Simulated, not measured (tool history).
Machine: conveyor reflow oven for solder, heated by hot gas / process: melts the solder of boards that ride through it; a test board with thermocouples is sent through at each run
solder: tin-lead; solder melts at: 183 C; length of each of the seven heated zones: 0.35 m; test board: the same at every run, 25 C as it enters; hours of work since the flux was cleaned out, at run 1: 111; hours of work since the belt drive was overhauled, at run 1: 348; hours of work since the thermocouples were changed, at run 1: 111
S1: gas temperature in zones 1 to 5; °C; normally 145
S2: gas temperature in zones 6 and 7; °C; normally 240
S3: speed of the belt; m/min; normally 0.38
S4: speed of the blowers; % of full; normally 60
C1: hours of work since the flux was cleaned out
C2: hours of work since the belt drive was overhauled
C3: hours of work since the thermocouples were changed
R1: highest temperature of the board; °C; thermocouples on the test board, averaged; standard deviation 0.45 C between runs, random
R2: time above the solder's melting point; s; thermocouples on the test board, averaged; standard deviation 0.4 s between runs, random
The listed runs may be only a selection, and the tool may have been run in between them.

{"run": 1, "hour": 0.0, "S1": 145, "S2": 240, "S3": 0.38, "S4": 60, "C1": 111, "C2": 348, "C3": 111, "R1": 224.6, "R2": 92.7}
{"run": 2, "hour": 35.9, "S1": 145, "S2": 240, "S3": 0.38, "S4": 60, "C1": 130, "C2": 367, "C3": 130, "R1": 223.9, "R2": 93.1}
{"run": 3, "hour": 87.9, "S1": 145, "S2": 240, "S3": 0.38, "S4": 60, "C1": 158, "C2": 395, "C3": 158, "R1": 223.4, "R2": 92.8}
{"run": 4, "hour": 122.9, "S1": 145, "S2": 240, "S3": 0.38, "S4": 60, "C1": 177, "C2": 414, "C3": 177, "R1": 222.9, "R2": 93.6}
{"run": 5, "hour": 172.5, "S1": 145, "S2": 240, "S3": 0.38, "S4": 60, "C1": 203, "C2": 440, "C3": 203, "R1": 223.1, "R2": 92.1}
{"run": 6, "hour": 238.0, "S1": 145, "S2": 240, "S3": 0.38, "S4": 60, "C1": 238, "C2": 475, "C3": 238, "R1": 223.4, "R2": 91.8}
{"run": 7, "hour": 287.5, "S1": 145, "S2": 240, "S3": 0.38, "S4": 60, "C1": 265, "C2": 501, "C3": 265, "R1": 223.8, "R2": 92.8}
{"run": 8, "hour": 349.0, "S1": 146, "S2": 240, "S3": 0.38, "S4": 60, "C1": 297, "C2": 534, "C3": 297, "R1": 223.6, "R2": 92.1}
{"run": 9, "hour": 387.5, "S1": 145, "S2": 240, "S3": 0.38, "S4": 66, "C1": 318, "C2": 555, "C3": 318, "R1": 223.9, "R2": 93.8}
{"run": 10, "hour": 420.4, "S1": 145, "S2": 240, "S3": 0.38, "S4": 60, "C1": 335, "C2": 572, "C3": 335, "R1": 222.5, "R2": 92.4}
{"run": 11, "hour": 483.8, "S1": 145, "S2": 240, "S3": 0.38, "S4": 60, "C1": 369, "C2": 606, "C3": 369, "R1": 221.9, "R2": 91.3}
{"hour": 494.7, "done": "flux residue cleaned out of gas plates and filters"}
{"run": 12, "hour": 527.5, "S1": 145, "S2": 240, "S3": 0.38, "S4": 60, "C1": 18, "C2": 627, "C3": 390, "R1": 225.7, "R2": 94.9}
{"hour": 537.6, "done": "belt drive overhauled, speed set with a stopwatch"}
{"run": 13, "hour": 579.6, "S1": 145, "S2": 240, "S3": 0.425, "S4": 60, "C1": 43, "C2": 22, "C3": 416, "R1": 222, "R2": 82.1}
{"run": 14, "hour": 612.3, "S1": 145, "S2": 240, "S3": 0.34, "S4": 60, "C1": 61, "C2": 40, "C3": 433, "R1": 228.1, "R2": 110.3}
{"run": 15, "hour": 675.8, "S1": 145, "S2": 240, "S3": 0.34, "S4": 60, "C1": 94, "C2": 74, "C3": 467, "R1": 229.1, "R2": 110.1}
{"run": 16, "hour": 722.8, "S1": 145, "S2": 240, "S3": 0.34, "S4": 60, "C1": 120, "C2": 99, "C3": 492, "R1": 229.1, "R2": 109.9}
{"run": 17, "hour": 762.3, "S1": 140, "S2": 231, "S3": 0.341, "S4": 64, "C1": 141, "C2": 120, "C3": 513, "R1": 219.6, "R2": 99.2}
{"run": 18, "hour": 799.4, "S1": 130, "S2": 240, "S3": 0.38, "S4": 77, "C1": 160, "C2": 140, "C3": 533, "R1": 225.8, "R2": 88.1}
{"run": 19, "hour": 839.2, "S1": 142, "S2": 250, "S3": 0.324, "S4": 81, "C1": 182, "C2": 161, "C3": 554, "R1": 241.1, "R2": 122.5}
{"run": 20, "hour": 891.7, "S1": 142, "S2": 250, "S3": 0.324, "S4": 81, "C1": 210, "C2": 189, "C3": 582, "R1": 239.9, "R2": 123.4}
{"hour": 921.6, "done": "belt drive overhauled, speed set with a stopwatch, once more"}
{"run": 21, "hour": 951.4, "S1": 140, "S2": 255, "S3": 0.38, "S4": 60, "C1": 239, "C2": 16, "C3": 612, "R1": 236.3, "R2": 99.4}
{"run": 22, "hour": 982.4, "S1": 139, "S2": 240, "S3": 0.38, "S4": 63, "C1": 256, "C2": 32, "C3": 628, "R1": 223, "R2": 89.2}
{"run": 23, "hour": 1027.1, "S1": 147, "S2": 240, "S3": 0.455, "S4": 63, "C1": 280, "C2": 56, "C3": 652, "R1": 218.3, "R2": 72.7}
{"run": 24, "hour": 1076.1, "S1": 147, "S2": 240, "S3": 0.455, "S4": 63, "C1": 306, "C2": 82, "C3": 678, "R1": 216.8, "R2": 71.2}
{"run": 25, "hour": 1128.1, "S1": 147, "S2": 240, "S3": 0.455, "S4": 63, "C1": 333, "C2": 110, "C3": 706, "R1": 217.2, "R2": 71.4}
{"run": 26, "hour": 1161.5, "S1": 147, "S2": 238, "S3": 0.304, "S4": 57, "C1": 351, "C2": 128, "C3": 724, "R1": 228, "R2": 122.8}
{"hour": 1206.9, "done": "flux residue cleaned out of gas plates and filters"}
{"run": 27, "hour": 1206.9, "S1": 147, "S2": 229, "S3": 0.36, "S4": 76, "C1": 0, "C2": 149, "C3": 745, "R1": 221.2, "R2": 98.2}
{"run": 28, "hour": 1251.8, "S1": 145, "S2": 240, "S3": 0.377, "S4": 60, "C1": 24, "C2": 173, "C3": 769, "R1": 227.6, "R2": 96.6}
{"run": 29, "hour": 1317.9, "S1": 145, "S2": 240, "S3": 0.377, "S4": 60, "C1": 59, "C2": 209, "C3": 804, "R1": 226.4, "R2": 96.2}
{"run": 30, "hour": 1373.9, "S1": 145, "S2": 240, "S3": 0.377, "S4": 60, "C1": 89, "C2": 238, "C3": 834, "R1": 225.9, "R2": 95.8}
{"run": 31, "hour": 1403.6, "S1": 145, "S2": 247, "S3": 0.38, "S4": 60, "C1": 105, "C2": 254, "C3": 850, "R1": 231.8, "R2": 99.6}

3 options for the next run, each taken on its own from the tool as it stands now. Forecast them:
{"run": "A", "hour": 1467.6, "S1": 145, "S2": 240, "S3": 0.324, "S4": 60, "C1": 139, "C2": 288, "C3": 884, "R1": "?", "R2": "?"}
{"run": "B", "hour": 1467.6, "S1": 145, "S2": 247, "S3": 0.347, "S4": 60, "C1": 139, "C2": 288, "C3": 884, "R1": "?", "R2": "?"}
{"run": "C", "hour": 1467.6, "S1": 154, "S2": 247, "S3": 0.38, "S4": 60, "C1": 139, "C2": 288, "C3": 884, "R1": "?", "R2": "?"}

run=A R1=230.3 R2=115.9
run=B R1=234.4 R2=112
run=C R1=232.2 R2=105.7
Had the tool no hidden state, the same runs would have come out as:
run=A R1=228.9 R2=114.8
run=B R1=233.2 R2=111
run=C R1=231.1 R2=104.8
